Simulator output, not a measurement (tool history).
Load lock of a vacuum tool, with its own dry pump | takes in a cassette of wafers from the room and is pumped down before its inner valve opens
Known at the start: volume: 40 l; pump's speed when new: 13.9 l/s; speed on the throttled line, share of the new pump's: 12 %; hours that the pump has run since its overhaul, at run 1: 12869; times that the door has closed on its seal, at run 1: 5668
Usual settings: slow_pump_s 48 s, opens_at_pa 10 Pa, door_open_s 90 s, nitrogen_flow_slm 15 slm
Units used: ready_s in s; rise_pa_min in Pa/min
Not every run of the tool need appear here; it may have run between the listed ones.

run,hour,slow_pump_s,opens_at_pa,door_open_s,nitrogen_flow_slm,hours that the pump has run since its overhaul,times that the door has closed on its seal,"incoming humidity of the room's air, %",ready_s,rise_pa_min
1,0.0,48,10,90,15,12869,5668,47.4,72.9,0.117
2,380.3,48,10,90,13,13249,6516,43.8,72.7,0.123
3,751.9,48,10,90,13,13621,7345,47.9,73.9,0.139
4,1082.6,48,10,90,13,13951,8083,42.7,73.5,0.143
5,1470.6,48,10,90,15,14339,8949,50.0,72.8,0.165
6,1629.1,48,10,90,15,14498,9303,43.8,73.5,0.168
7,1806.0,48,10,90,15,14675,9697,44.1,73.7,0.173
8,1979.7,48,10,90,15,14848,10085,46.8,74.5,0.185
9,2246.8,64,10,90,15,15116,10681,40.3,86.5,0.182
10,2493.5,48,10,90,15,15362,11231,46.7,74.3,0.208
11,2757.7,48,10,90,15,15626,11821,46.5,74.8,0.223
12,3152.5,48,10,90,15,16021,12702,46.9,73.3,0.238
13,3325.0,48,10,90,15,16194,13087,48.1,73.9,0.245
# hour 3479.9: dry pump taken out, an overhauled one fitted
14,3670.0,48,10,90,15,190,13843,46.2,69.3,0.260
15,4058.2,48,10,90,15,578,14709,44.8,69.8,0.285
16,4333.8,48,10,90,15,854,15324,46.8,69.8,0.301
17,4603.5,48,10,78,15,1124,15926,43.0,69.8,0.303
18,4822.5,48,10,78,15,1343,16414,44.5,68.8,0.314
19,5100.8,31,10,192,24,1621,17035,45.6,54.3,0.348
20,5373.7,40,10,36,24,1894,17644,44.1,62.2,0.323
21,5734.4,40,10,36,24,2254,18449,46.7,62.4,0.354
22,6043.5,54,7,38,27,2564,19139,45.1,76.0,0.362
23,6424.4,54,7,38,27,2944,19989,46.8,76.7,0.392
24,6800.8,41,9,90,15,3321,20829,46.9,63.7,0.450
25,7046.4,26,8,93,35,3566,21376,45.7,51.1,0.449
26,7323.4,31,8,93,35,3844,21995,47.2,56.9,0.460
27,7593.3,48,18,90,15,4113,22597,47.8,68.1,0.518
28,7762.2,48,18,90,15,4282,22974,44.1,68.1,0.509
29,8036.7,48,18,90,15,4557,23586,44.4,68.6,0.527
# hour 8176.7: door's seal changed, seat wiped
30,8301.2,48,8,72,8,4820,278,46.8,71.3,0.067

What if the next run were any one of these 4? Each begins from the tool's condition after run 30:
A,8658.2,27,11,72,8,5177,1074,43.7,?,?
B,8658.2,48,8,72,11,5177,1074,46.8,?,?
C,8658.2,48,10,90,28,5177,1074,45.4,?,?
D,8658.2,65,10,145,12,5177,1074,42.9,?,?

run,ready_s,rise_pa_min
A,51.4,0.073
B,71.5,0.065
C,71.1,0.058
D,84.5,0.093
What these runs would have given with no unlogged condition in the tool:
run,ready_s,rise_pa_min
A,49.8,0.064
B,69.9,0.056
C,69.5,0.049
D,83.2,0.084
